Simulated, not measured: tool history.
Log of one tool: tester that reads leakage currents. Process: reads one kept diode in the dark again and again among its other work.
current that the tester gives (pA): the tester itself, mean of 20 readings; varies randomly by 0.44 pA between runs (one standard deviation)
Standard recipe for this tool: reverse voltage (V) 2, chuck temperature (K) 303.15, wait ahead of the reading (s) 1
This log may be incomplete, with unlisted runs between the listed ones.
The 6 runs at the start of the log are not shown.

run    hour  reverse voltage (V)  chuck temperature (K)  wait ahead of the reading (s)  current that the tester gives (pA)
  7   287.5                 1.43                 303.15                              1                              122.22
  8   348.9                 1.43                 303.15                              1                               122.3
  9   399.3                 1.43                 303.15                              1                              122.49
 10   446.6                    2                 303.15                           0.67                              146.33
 11   506.3                    2                 303.15                              1                              146.58
 12   531.6                    2                 303.15                              1                              145.83
 13   581.5                    2                 303.15                              1                              146.81
 14   631.9                    2                 303.15                              1                              145.88
 15   690.2                    2                 303.15                              1                              145.74
 16   730.1                    2                 303.15                              1                              145.24
 17   789.2                    2                 303.15                              1                              145.86
 18   828.8                    2                 303.15                           0.76                              145.94
 19     870                    2                 303.15                           0.76                              146.54
 20   926.3                    2                 303.15                           9.29                              146.23
 21   984.1                13.65                 303.15                           0.33                              411.97
 22  1020.2                    2                 303.15                           0.73                              146.28

The next listed run, before its measurement:
 23  1053.9                    2                 303.15                           0.73                                   ?

Logged for run 23: current that the tester gives (pA) 146.4.
With the hidden condition absent and the run-to-run variation left alone, this run would have shown current that the tester gives (pA) 146.32.
